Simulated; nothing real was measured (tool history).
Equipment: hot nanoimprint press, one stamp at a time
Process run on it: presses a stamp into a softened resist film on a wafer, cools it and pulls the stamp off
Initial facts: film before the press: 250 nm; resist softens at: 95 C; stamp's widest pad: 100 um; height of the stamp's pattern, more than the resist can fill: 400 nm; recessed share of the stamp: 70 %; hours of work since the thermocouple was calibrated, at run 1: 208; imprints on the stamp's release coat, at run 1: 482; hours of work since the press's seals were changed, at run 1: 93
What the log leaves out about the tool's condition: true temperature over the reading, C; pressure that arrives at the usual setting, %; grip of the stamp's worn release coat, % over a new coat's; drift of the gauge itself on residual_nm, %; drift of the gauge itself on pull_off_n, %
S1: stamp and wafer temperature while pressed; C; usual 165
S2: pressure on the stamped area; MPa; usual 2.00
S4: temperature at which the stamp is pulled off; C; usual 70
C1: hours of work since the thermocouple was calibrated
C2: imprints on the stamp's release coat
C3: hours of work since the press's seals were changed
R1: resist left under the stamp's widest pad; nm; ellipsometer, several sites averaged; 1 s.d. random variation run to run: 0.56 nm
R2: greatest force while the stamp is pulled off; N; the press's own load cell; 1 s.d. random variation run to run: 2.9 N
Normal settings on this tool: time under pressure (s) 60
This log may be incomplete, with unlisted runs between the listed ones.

{"run": 1, "hour": 0.0, "S1": 165, "S2": 2.0, "time under pressure (s)": 60, "S4": 70, "C1": 208, "C2": 482, "C3": 93, "R1": 148.8, "R2": 166}
{"run": 2, "hour": 24.8, "S1": 165, "S2": 2.0, "time under pressure (s)": 60, "S4": 70, "C1": 226, "C2": 543, "C3": 111, "R1": 148.9, "R2": 170}
{"run": 3, "hour": 56.1, "S1": 165, "S2": 2.0, "time under pressure (s)": 60, "S4": 70, "C1": 248, "C2": 620, "C3": 134, "R1": 150.0, "R2": 174}
{"hour": 75.6, "done": "stamp cleaned and given a new release coat"}
{"run": 4, "hour": 101.6, "S1": 165, "S2": 1.96, "time under pressure (s)": 60, "S4": 70, "C1": 276, "C2": 64, "C3": 162, "R1": 151.1, "R2": 146}
{"hour": 125.3, "done": "plate thermocouple calibrated"}
{"run": 5, "hour": 138.7, "S1": 165, "S2": 2.0, "time under pressure (s)": 60, "S4": 70, "C1": 10, "C2": 147, "C3": 187, "R1": 147.1, "R2": 141}
{"run": 6, "hour": 168.6, "S1": 165, "S2": 2.0, "time under pressure (s)": 110, "S4": 70, "C1": 31, "C2": 220, "C3": 208, "R1": 121.4, "R2": 152}
{"run": 7, "hour": 201.7, "S1": 165, "S2": 2.0, "time under pressure (s)": 110, "S4": 76, "C1": 55, "C2": 302, "C3": 232, "R1": 121.7, "R2": 146}
{"run": 8, "hour": 243.9, "S1": 165, "S2": 2.0, "time under pressure (s)": 57, "S4": 70, "C1": 85, "C2": 405, "C3": 262, "R1": 152.1, "R2": 162}
{"run": 9, "hour": 267.7, "S1": 165, "S2": 2.0, "time under pressure (s)": 79, "S4": 70, "C1": 102, "C2": 464, "C3": 280, "R1": 137.4, "R2": 161}
{"run": 10, "hour": 294.6, "S1": 171, "S2": 2.01, "time under pressure (s)": 50, "S4": 60, "C1": 122, "C2": 530, "C3": 299, "R1": 134.0, "R2": 185}
{"run": 11, "hour": 325.0, "S1": 171, "S2": 2.01, "time under pressure (s)": 50, "S4": 60, "C1": 144, "C2": 604, "C3": 321, "R1": 133.9, "R2": 183}
{"hour": 349.7, "done": "stamp cleaned and given a new release coat"}
{"run": 12, "hour": 360.9, "S1": 171, "S2": 1.87, "time under pressure (s)": 75, "S4": 60, "C1": 165, "C2": 27, "C3": 342, "R1": 120.6, "R2": 155}
{"run": 13, "hour": 380.9, "S1": 165, "S2": 2.0, "time under pressure (s)": 34, "S4": 69, "C1": 180, "C2": 77, "C3": 357, "R1": 175.8, "R2": 143}
{"run": 14, "hour": 426.3, "S1": 165, "S2": 2.0, "time under pressure (s)": 34, "S4": 69, "C1": 212, "C2": 188, "C3": 389, "R1": 177.8, "R2": 149}
{"run": 15, "hour": 454.2, "S1": 175, "S2": 2.76, "time under pressure (s)": 60, "S4": 70, "C1": 232, "C2": 256, "C3": 409, "R1": 98.3, "R2": 150}

Below are 4 alternative next runs, each starting from the tool's condition after run 15. Predict each:
{"run": "A", "hour": 497.6, "S1": 165, "S2": 2.0, "time under pressure (s)": 60, "S4": 77, "C1": 264, "C2": 363, "C3": 441, "R1": "?", "R2": "?"}
{"run": "B", "hour": 497.6, "S1": 165, "S2": 2.87, "time under pressure (s)": 46, "S4": 57, "C1": 264, "C2": 363, "C3": 441, "R1": "?", "R2": "?"}
{"run": "C", "hour": 497.6, "S1": 175, "S2": 2.29, "time under pressure (s)": 37, "S4": 70, "C1": 264, "C2": 363, "C3": 441, "R1": "?", "R2": "?"}
{"run": "D", "hour": 497.6, "S1": 165, "S2": 1.98, "time under pressure (s)": 92, "S4": 59, "C1": 264, "C2": 363, "C3": 441, "R1": "?", "R2": "?"}

run=A R1=152.8 R2=150
run=B R1=143.4 R2=181
run=C R1=127.8 R2=160
run=D R1=133.1 R2=179
Stripped of hidden state, with their random variation kept, the same runs would have yielded:
run=A R1=146.9 R2=131
run=B R1=136.7 R2=158
run=C R1=122.4 R2=139
run=D R1=127.4 R2=156
